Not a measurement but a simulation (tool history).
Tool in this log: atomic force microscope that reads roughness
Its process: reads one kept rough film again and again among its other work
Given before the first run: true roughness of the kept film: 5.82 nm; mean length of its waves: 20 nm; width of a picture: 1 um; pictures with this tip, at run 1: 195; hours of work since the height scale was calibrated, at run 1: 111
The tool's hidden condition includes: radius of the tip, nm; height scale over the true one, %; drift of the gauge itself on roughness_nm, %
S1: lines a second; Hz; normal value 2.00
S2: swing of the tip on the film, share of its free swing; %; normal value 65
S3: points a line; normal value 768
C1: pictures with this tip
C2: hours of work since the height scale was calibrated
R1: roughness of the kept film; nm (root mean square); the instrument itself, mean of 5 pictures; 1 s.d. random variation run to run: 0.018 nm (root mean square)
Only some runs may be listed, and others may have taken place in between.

run    hour    S1  S2    S3   C1   C2     R1
  1     0.0  2.00  65   768  195  111  3.603
  2    18.7  2.00  85   768  231  123  3.296
  3    45.8  2.00  65   768  283  140  3.292
  4    78.4  2.00  65   768  345  160  3.091
       85.7  -- new tip fitted
  5    95.9  2.00  67   768   20  171  4.296
  6   126.0  2.00  65   768   77  189  3.977
  7   147.0  2.00  83   768  118  202  3.683
  8   169.1  2.00  83   775  160  216  3.505
  9   201.7  2.00  65   768  222  236  3.432
 10   225.0  2.90  65   768  267  251  3.280
 11   258.1  2.90  65   768  331  271  3.113
      272.0  -- new tip fitted
 12   292.0  2.90  65   768   39  292  4.117
 13   318.3  2.90  65   768   89  308  3.907
 14   349.9  2.78  65   768  150  328  3.696
 15   366.3  2.00  78   768  181  338  3.496
 16   395.7  2.00  78   768  238  356  3.319
 17   418.0  2.00  78   768  280  370  3.207
 18   436.5  2.00  65   768  316  381  3.171
      458.9  -- new tip fitted
 19   471.7  2.00  65   631   24  403  4.250
 20   489.1  2.00  65   631   58  414  4.097
 21   518.0  2.00  65   631  113  432  3.846
 22   534.5  2.00  65   631  145  442  3.726
 23   565.5  2.00  65   296  204  461  3.382
 24   594.7  2.00  65   296  260  479  3.192
 25   625.9  2.00  65   296  320  499  3.043
      645.1  -- new tip fitted
 26   649.8  2.00  65   768    9  513  4.292
 27   669.6  2.00  65   768   47  525  4.116
 28   689.1  2.23  61   768   84  537  3.950
 29   713.2  2.23  61   345  130  552  3.688
 30   729.1  3.04  65   768  161  562  3.592
 31   747.8  3.04  65   768  197  574  3.454
 32   764.8  3.13  70   587  229  584  3.286
 33   794.4  3.13  70   587  286  603  3.142
 34   812.2  2.09  70   273  320  614  2.999
      832.3  -- new tip fitted
 35   840.2  2.09  70   273   15  631  4.090
 36   873.2  2.09  83   260   78  651  3.687
 37   906.3  2.00  73   768  142  672  3.601
 38   928.9  1.34  59   501  185  686  3.565
 39   961.3  1.34  77   405  247  706  3.254
 40   986.7  3.92  77   788  296  722  2.961
 41  1006.1  3.92  74   788  333  734  2.895
     1018.5  -- new tip fitted
 42  1035.4  3.92  56   897   32  751  4.273
 43  1064.9  2.00  65   330   89  770  3.918
 44  1097.9  1.40  65   473  152  790  3.743
 45  1131.5  1.40  65   473  217  811  3.481
 46  1146.2  1.40  61   473  245  820  3.419
 47  1167.3  1.40  61   473  285  833  3.283
 48  1190.5  0.75  62   755  330  848  3.161
     1204.2  -- new tip fitted
 49  1217.0  2.74  65   976   25  864  4.156
 50  1245.9  0.74  58   259   80  882  3.872
 51  1275.3  3.83  72  1008  136  900  3.519
 52  1293.9  3.83  72  1008  172  911  3.382
 53  1310.6  3.83  55   434  204  922  3.370

Had the tool no unlogged condition, and each run kept its random variation, what would the results have been?
run     R1
  1  4.417
  2  4.207
  3  4.423
  4  4.387
  5  4.404
  6  4.366
  7  4.222
  8  4.215
  9  4.396
 10  4.365
 11  4.369
 12  4.327
 13  4.340
 14  4.361
 15  4.264
 16  4.287
 17  4.320
 18  4.418
 19  4.382
 20  4.411
 21  4.396
 22  4.415
 23  4.263
 24  4.259
 25  4.297
 26  4.382
 27  4.405
 28  4.420
 29  4.343
 30  4.349
 31  4.334
 32  4.246
 33  4.297
 34  4.239
 35  4.225
 36  4.107
 37  4.302
 38  4.445
 39  4.320
 40  4.118
 41  4.172
 42  4.432
 43  4.338
 44  4.427
 45  4.385
 46  4.430
 47  4.410
 48  4.435
 49  4.365
 50  4.348
 51  4.216
 52  4.215
 53  4.327

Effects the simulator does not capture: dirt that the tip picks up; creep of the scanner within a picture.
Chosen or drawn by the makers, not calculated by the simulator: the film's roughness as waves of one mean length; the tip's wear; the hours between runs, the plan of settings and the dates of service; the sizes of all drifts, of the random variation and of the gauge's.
